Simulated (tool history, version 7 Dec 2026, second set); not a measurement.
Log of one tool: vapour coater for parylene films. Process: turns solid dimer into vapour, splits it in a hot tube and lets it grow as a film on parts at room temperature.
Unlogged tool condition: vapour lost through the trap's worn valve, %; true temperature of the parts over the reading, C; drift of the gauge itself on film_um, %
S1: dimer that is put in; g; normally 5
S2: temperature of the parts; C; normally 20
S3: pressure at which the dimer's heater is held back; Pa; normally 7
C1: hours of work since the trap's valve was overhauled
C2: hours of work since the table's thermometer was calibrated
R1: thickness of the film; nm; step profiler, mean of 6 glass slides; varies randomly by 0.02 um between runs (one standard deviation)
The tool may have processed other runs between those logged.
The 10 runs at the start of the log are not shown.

run   hour  S1  S2    S3   C1   C2    R1
 11  280.5   5  20     7   49  241  1220
 12  312.3   5  20  9.16   73  265  1190
 13  356.9   5  20  9.16  106  298  1160
 14  392.6   5  20  9.16  133  325  1160
 15  436.5   5  20  9.16  165  357  1140
 16    466   5  29     7  187  379   750
 17  501.4   5  26     7  214  406   860
 18  542.7   5  26     7  244  436   840
 19    566   5  26     7  262  454   830
 20  597.4   5  20  5.23  285  477  1180
 21  630.8   5  20  5.23  310  502  1160
 22  653.6   3  20     7  327  519   670
       660  -- trap's valve overhauled
 23  677.5   3  20     7   13  534   750
 24  721.4   3  13     7   46  566  1020
 25  747.7   3  13     7   65  586  1000

What does the tool deliver on the next run?
 26  791.6   2  19  8.71  98  619   ?

Run 26 yielded R1 460 nm.
Without the tool's hidden state the same run would have given R1 470 nm.
